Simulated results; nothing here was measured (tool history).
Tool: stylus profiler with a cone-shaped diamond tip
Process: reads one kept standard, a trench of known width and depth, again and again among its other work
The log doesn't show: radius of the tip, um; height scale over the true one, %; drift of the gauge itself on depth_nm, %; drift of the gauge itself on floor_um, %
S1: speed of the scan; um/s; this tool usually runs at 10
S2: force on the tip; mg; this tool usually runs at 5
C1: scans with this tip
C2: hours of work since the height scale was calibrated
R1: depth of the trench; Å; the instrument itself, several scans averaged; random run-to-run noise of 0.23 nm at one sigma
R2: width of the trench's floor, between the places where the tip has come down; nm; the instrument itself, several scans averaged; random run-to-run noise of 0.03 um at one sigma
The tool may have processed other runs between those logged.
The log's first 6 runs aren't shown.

| run | hour | S1 | S2 | C1 | C2 | R1 | R2 |
|---|---|---|---|---|---|---|---|
| 7 | 278.7 | 10 | 3.31 | 4903 | 938 | 10119.4 | 95530 |
| 8 | 353 | 13 | 5 | 5122 | 979 | 10147.7 | 95520 |
| 9 | 406.5 | 13 | 5 | 5279 | 1009 | 10156.4 | 95420 |
| 10 | 457.7 | 3 | 5 | 5430 | 1038 | 10153.7 | 95450 |
| 11 | 531.9 | 3 | 5 | 5648 | 1080 | 10152.6 | 95400 |
| 12 | 562.7 | 3 | 5 | 5739 | 1097 | 10155.2 | 95470 |
| 13 | 632.4 | 3 | 5 | 5944 | 1137 | 10157.2 | 95370 |
| 14 | 699.2 | 3 | 5 | 6141 | 1174 | 10159.4 | 95350 |
| 15 | 738.4 | 3 | 5.77 | 6256 | 1196 | 10173.8 | 95320 |
| 16 | 792.4 | 11 | 2.91 | 6415 | 1227 | 10114.9 | 95240 |
| 17 | 830.5 | 3 | 4.67 | 6527 | 1248 | 10157.2 | 95230 |
| 18 | 890.6 | 3 | 2.56 | 6704 | 1282 | 10114.2 | 95220 |
| 19 | 922.3 | 33 | 4.87 | 6797 | 1300 | 10159.1 | 95180 |
| 20 | 965.4 | 18 | 5 | 6924 | 1324 | 10162.2 | 95180 |
| 21 | 1006.8 | 17 | 3.24 | 7046 | 1347 | 10125.9 | 95100 |
| 22 | 1059.1 | 3 | 3.24 | 7199 | 1377 | 10130.5 | 95200 |
| 23 | 1112.8 | 3 | 3.24 | 7358 | 1407 | 10127.3 | 95100 |
| 24 | 1167.7 | 3 | 3.24 | 7519 | 1438 | 10129.6 | 95140 |
| 25 | 1201.6 | 3 | 5 | 7619 | 1457 | 10165.1 | 95100 |
| 26 | 1249.5 | 36 | 10.13 | 7760 | 1484 | 10247.7 | 94970 |
| 27 | 1317.7 | 2 | 4.81 | 7961 | 1522 | 10164.5 | 95070 |
| 28 | 1361.6 | 4 | 9.72 | 8090 | 1547 | 10242.4 | 94980 |
| 29 | 1403.7 | 18 | 7.38 | 8214 | 1571 | 10210 | 94930 |
|  | 1430.3 | height scale calibrated on a step standard |
| 30 | 1475.5 | 19 | 13.23 | 8424 | 25 | 10254.9 | 94910 |

4 options for the next run, each taken on its own from the tool as it stands now. Forecast them:
| A | 1538 | 5 | 1.8 | 8607 | 61 | ? | ? |
| B | 1538 | 8 | 13.23 | 8607 | 61 | ? | ? |
| C | 1538 | 19 | 5.36 | 8607 | 61 | ? | ? |
| D | 1538 | 37 | 4.95 | 8607 | 61 | ? | ? |

| run | R1 | R2 |
|---|---|---|
| A | 10069.6 | 95010 |
| B | 10252 | 94950 |
| C | 10140.5 | 94920 |
| D | 10130.2 | 94860 |
With no hidden state in the tool, these same runs would have given:
| run | R1 | R2 |
|---|---|---|
| A | 10072.3 | 96600 |
| B | 10254.7 | 96540 |
| C | 10143.2 | 96510 |
| D | 10132.9 | 96450 |
